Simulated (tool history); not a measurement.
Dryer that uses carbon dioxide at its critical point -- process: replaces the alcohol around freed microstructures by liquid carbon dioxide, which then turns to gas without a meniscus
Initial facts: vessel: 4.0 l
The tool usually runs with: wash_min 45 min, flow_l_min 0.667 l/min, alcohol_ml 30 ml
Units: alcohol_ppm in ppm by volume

run	hour	wash_min	flow_l_min	alcohol_ml	alcohol_ppm
1	0	45	0.667	30	71
2	36.1	45	0.667	30	58
3	66.9	45	0.667	30	62
4	104.4	45	1.118	30	43
5	128.3	45	1.118	105	44
6	150.9	45	0.667	30	73
7	172.9	45	0.667	30	82
8	189.1	45	0.667	68	114
9	223.2	45	0.51	68	313
10	254.6	45	0.51	68	323
11	290.3	45	0.51	68	310
12	312	45	0.51	68	308
13	335.9	45	0.51	68	331
14	360.8	45	0.51	68	336
15	390.3	45	0.51	68	332
16	406.6	45	0.51	68	330
17	436.9	45	0.51	68	339
18	458.2	42	0.51	91	554
19	489.1	37	0.667	30	151
20	522.5	57	0.452	26	133
21	559.2	35	1.032	114	100
22	578.5	35	0.489	114	1446
23	607.3	35	0.489	114	1413
24	637.6	40	1.11	82	74
25	669.6	45	0.804	58	81
26	700.4	56	0.802	30	71
27	724.6	56	0.802	30	83
28	747.3	56	0.802	30	82
29	771.3	56	0.802	30	81
30	808	56	0.802	30	84
31	845.7	56	0.985	37	86

Run by run, hidden condition taken away, random variation retained:
Hidden state present: flow that reaches the vessel past the clogged filter, %; alcohol in the recycled carbon dioxide, ppm; drift of the gauge itself on alcohol_ppm, %.
run	alcohol_ppm
1	40
2	24
3	26
4	8
5	6
6	32
7	38
8	65
9	245
10	251
11	236
12	231
13	250
14	252
15	244
16	241
17	246
18	433
19	79
20	65
21	29
22	1215
23	1179
24	7
25	8
26	1
27	10
28	10
29	5
30	6
31	10
